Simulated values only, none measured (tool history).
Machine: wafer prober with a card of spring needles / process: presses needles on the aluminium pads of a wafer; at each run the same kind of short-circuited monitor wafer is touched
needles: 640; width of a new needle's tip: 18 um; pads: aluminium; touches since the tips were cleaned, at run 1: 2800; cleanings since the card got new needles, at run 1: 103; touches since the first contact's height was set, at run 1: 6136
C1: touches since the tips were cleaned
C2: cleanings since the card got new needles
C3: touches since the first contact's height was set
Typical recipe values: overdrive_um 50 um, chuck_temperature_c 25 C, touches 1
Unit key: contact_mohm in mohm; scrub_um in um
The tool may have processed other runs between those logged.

run 1 hour=0.0 | overdrive_um=50 chuck_temperature_c=25 touches=1 | C1=2800 C2=103 C3=6136 | contact_mohm=212 scrub_um=7.929
-- hour=11.3 tips cleaned on abrasive film
run 2 hour=25.4 | overdrive_um=50 chuck_temperature_c=25 touches=1 | C1=5408 C2=104 C3=15852 | contact_mohm=263 scrub_um=7.902
-- hour=29.3 tips cleaned on abrasive film
-- hour=49.2 tips cleaned on abrasive film
-- hour=69.0 tips cleaned on abrasive film
run 3 hour=73.8 | overdrive_um=50 chuck_temperature_c=25 touches=1 | C1=1831 C2=107 C3=34286 | contact_mohm=187 scrub_um=7.867
-- hour=90.0 tips cleaned on abrasive film
-- hour=109.8 tips cleaned on abrasive film
run 4 hour=116.9 | overdrive_um=50 chuck_temperature_c=25 touches=1 | C1=2719 C2=109 C3=50738 | contact_mohm=224 scrub_um=7.854
-- hour=127.3 tips cleaned on abrasive film
-- hour=146.1 tips cleaned on abrasive film
-- hour=150.0 height of the first contact set anew
-- hour=167.1 tips cleaned on abrasive film
run 5 hour=177.6 | overdrive_um=50 chuck_temperature_c=25 touches=1 | C1=3992 C2=112 C3=10527 | contact_mohm=253 scrub_um=7.802
-- hour=184.9 tips cleaned on abrasive film
-- hour=203.3 tips cleaned on abrasive film
-- hour=223.8 tips cleaned on abrasive film
run 6 hour=235.2 | overdrive_um=33 chuck_temperature_c=25 touches=1 | C1=4352 C2=115 C3=32511 | contact_mohm=450 scrub_um=5.062
-- hour=241.4 tips cleaned on abrasive film
-- hour=262.1 tips cleaned on abrasive film
-- hour=280.1 tips cleaned on abrasive film
run 7 hour=294.4 | overdrive_um=33 chuck_temperature_c=25 touches=1 | C1=5460 C2=118 C3=55092 | contact_mohm=465 scrub_um=5.048
-- hour=298.8 tips cleaned on abrasive film
-- hour=316.0 height of the first contact set anew
-- hour=320.4 tips cleaned on abrasive film
-- hour=332.5 height of the first contact set anew, once more
-- hour=339.4 tips cleaned on abrasive film
run 8 hour=347.6 | overdrive_um=33 chuck_temperature_c=25 touches=1 | C1=3129 C2=121 C3=5753 | contact_mohm=362 scrub_um=5.220
-- hour=360.3 tips cleaned on abrasive film
-- hour=379.3 tips cleaned on abrasive film
run 9 hour=379.3 | overdrive_um=50 chuck_temperature_c=25 touches=1 | C1=0 C2=123 C3=17819 | contact_mohm=128 scrub_um=7.895
-- hour=399.2 tips cleaned on abrasive film
-- hour=418.6 tips cleaned on abrasive film
run 10 hour=426.5 | overdrive_um=69 chuck_temperature_c=25 touches=1 | C1=3044 C2=125 C3=35859 | contact_mohm=182 scrub_um=10.897
-- hour=438.0 tips cleaned on abrasive film
-- hour=458.7 tips cleaned on abrasive film
run 11 hour=474.1 | overdrive_um=69 chuck_temperature_c=25 touches=1 | C1=5910 C2=127 C3=54033 | contact_mohm=203 scrub_um=10.877
-- hour=478.6 tips cleaned on abrasive film
-- hour=495.4 height of the first contact set anew
-- hour=499.9 tips cleaned on abrasive film
-- hour=520.2 tips cleaned on abrasive film
run 12 hour=522.5 | overdrive_um=69 chuck_temperature_c=25 touches=1 | C1=848 C2=130 C3=10288 | contact_mohm=144 scrub_um=10.945
-- hour=539.0 tips cleaned on abrasive film
-- hour=558.8 tips cleaned on abrasive film
-- hour=577.2 tips cleaned on abrasive film
run 13 hour=581.6 | overdrive_um=69 chuck_temperature_c=25 touches=1 | C1=1691 C2=133 C3=32869 | contact_mohm=171 scrub_um=10.896
-- hour=597.7 tips cleaned on abrasive film
-- hour=617.9 tips cleaned on abrasive film
-- hour=639.0 tips cleaned on abrasive film
run 14 hour=640.1 | overdrive_um=50 chuck_temperature_c=25 touches=1 | C1=433 C2=136 C3=55178 | contact_mohm=156 scrub_um=7.841
-- hour=658.7 tips cleaned on abrasive film
-- hour=659.0 height of the first contact set anew
-- hour=677.9 tips cleaned on abrasive film
run 15 hour=682.4 | overdrive_um=50 chuck_temperature_c=25 touches=3 | C1=1732 C2=138 C3=8932 | contact_mohm=142 scrub_um=7.939
-- hour=697.5 tips cleaned on abrasive film
-- hour=717.7 tips cleaned on abrasive film
run 16 hour=728.6 | overdrive_um=50 chuck_temperature_c=25 touches=3 | C1=4180 C2=140 C3=26554 | contact_mohm=164 scrub_um=7.907
-- hour=737.4 tips cleaned on abrasive film
run 17 hour=754.0 | overdrive_um=50 chuck_temperature_c=48 touches=1 | C1=6363 C2=141 C3=36252 | contact_mohm=274 scrub_um=7.883
-- hour=757.6 tips cleaned on abrasive film
-- hour=777.7 tips cleaned on abrasive film
run 18 hour=778.8 | overdrive_um=36 chuck_temperature_c=25 touches=1 | C1=441 C2=143 C3=45709 | contact_mohm=178 scrub_um=5.651
-- hour=797.8 tips cleaned on abrasive film
-- hour=817.3 tips cleaned on abrasive film
-- hour=821.5 height of the first contact set anew
run 19 hour=825.2 | overdrive_um=38 chuck_temperature_c=54 touches=3 | C1=2908 C2=145 C3=1417 | contact_mohm=196 scrub_um=6.053
-- hour=837.7 tips cleaned on abrasive film
-- hour=855.9 tips cleaned on abrasive film
-- hour=874.1 tips cleaned on abrasive film
run 20 hour=874.4 | overdrive_um=50 chuck_temperature_c=79 touches=2 | C1=136 C2=148 C3=20186 | contact_mohm=136 scrub_um=7.907
-- hour=891.9 tips cleaned on abrasive film
-- hour=910.1 tips cleaned on abrasive film
-- hour=930.0 tips cleaned on abrasive film
run 21 hour=934.2 | overdrive_um=50 chuck_temperature_c=35 touches=1 | C1=1601 C2=151 C3=42984 | contact_mohm=192 scrub_um=7.873
-- hour=948.7 tips cleaned on abrasive film
-- hour=966.8 tips cleaned on abrasive film
-- hour=984.4 height of the first contact set anew
-- hour=987.6 tips cleaned on abrasive film
run 22 hour=987.6 | overdrive_um=33 chuck_temperature_c=46 touches=2 | C1=0 C2=154 C3=1215 | contact_mohm=140 scrub_um=5.221
-- hour=1006.7 tips cleaned on abrasive film
-- hour=1026.1 tips cleaned on abrasive film
-- hour=1047.3 tips cleaned on abrasive film
run 23 hour=1048.0 | overdrive_um=50 chuck_temperature_c=98 touches=2 | C1=255 C2=157 C3=24237 | contact_mohm=146 scrub_um=7.894
-- hour=1066.4 tips cleaned on abrasive film
run 24 hour=1072.5 | overdrive_um=36 chuck_temperature_c=98 touches=2 | C1=2327 C2=158 C3=33598 | contact_mohm=249 scrub_um=5.662
-- hour=1086.6 tips cleaned on abrasive film
run 25 hour=1101.3 | overdrive_um=48 chuck_temperature_c=51 touches=2 | C1=5645 C2=159 C3=44616 | contact_mohm=219 scrub_um=7.566
-- hour=1105.1 tips cleaned on abrasive film
-- hour=1126.3 tips cleaned on abrasive film
run 26 hour=1142.0 | overdrive_um=50 chuck_temperature_c=64 touches=2 | C1=6054 C2=161 C3=60145 | contact_mohm=217 scrub_um=7.860
-- hour=1146.5 tips cleaned on abrasive film
-- hour=1150.6 height of the first contact set anew
-- hour=1167.5 tips cleaned on abrasive film
run 27 hour=1182.4 | overdrive_um=34 chuck_temperature_c=39 touches=3 | C1=5701 C2=163 C3=12160 | contact_mohm=245 scrub_um=5.377
-- hour=1186.5 tips cleaned on abrasive film
-- hour=1204.4 tips cleaned on abrasive film
run 28 hour=1208.8 | overdrive_um=34 chuck_temperature_c=39 touches=3 | C1=1665 C2=165 C3=22196 | contact_mohm=194 scrub_um=5.363
-- hour=1223.8 tips cleaned on abrasive film
-- hour=1245.4 tips cleaned on abrasive film
-- hour=1265.3 tips cleaned on abrasive film
run 29 hour=1265.3 | overdrive_um=34 chuck_temperature_c=39 touches=3 | C1=0 C2=168 C3=43771 | contact_mohm=139 scrub_um=5.326

For each run, the measured value with the value that run would have given without the tool's hidden condition subtracted. The run-to-run variation is shared by both, the gauge scatter possibly not:
What the log doesn't record here: debris on the tips, nm; way that the needles fall short of the set height, um; tips' diameter, um; drift of the gauge itself on contact_mohm, %; drift of the gauge itself on scrub_um, %.
run=1 contact_mohm=+98 scrub_um=-0.009
run=2 contact_mohm=+148 scrub_um=-0.023
run=3 contact_mohm=+75 scrub_um=-0.061
run=4 contact_mohm=+112 scrub_um=-0.079
run=5 contact_mohm=+138 scrub_um=-0.131
run=6 contact_mohm=+328 scrub_um=-0.162
run=7 contact_mohm=+344 scrub_um=-0.192
run=8 contact_mohm=+242 scrub_um=-0.012
run=9 contact_mohm=+14 scrub_um=-0.036
run=10 contact_mohm=+72 scrub_um=-0.060
run=11 contact_mohm=+92 scrub_um=-0.080
run=12 contact_mohm=+36 scrub_um=-0.021
run=13 contact_mohm=+60 scrub_um=-0.053
run=14 contact_mohm=+43 scrub_um=-0.087
run=15 contact_mohm=+30 scrub_um=-0.009
run=16 contact_mohm=+50 scrub_um=-0.029
run=17 contact_mohm=+157 scrub_um=-0.042
run=18 contact_mohm=+58 scrub_um=-0.060
run=19 contact_mohm=+73 scrub_um=+0.000
run=20 contact_mohm=+15 scrub_um=-0.032
run=21 contact_mohm=+78 scrub_um=-0.067
run=22 contact_mohm=+17 scrub_um=-0.012
run=23 contact_mohm=+21 scrub_um=-0.046
run=24 contact_mohm=+117 scrub_um=-0.053
run=25 contact_mohm=+102 scrub_um=-0.063
run=26 contact_mohm=+96 scrub_um=-0.090
run=27 contact_mohm=+121 scrub_um=-0.008
run=28 contact_mohm=+70 scrub_um=-0.030
run=29 contact_mohm=+14 scrub_um=-0.069
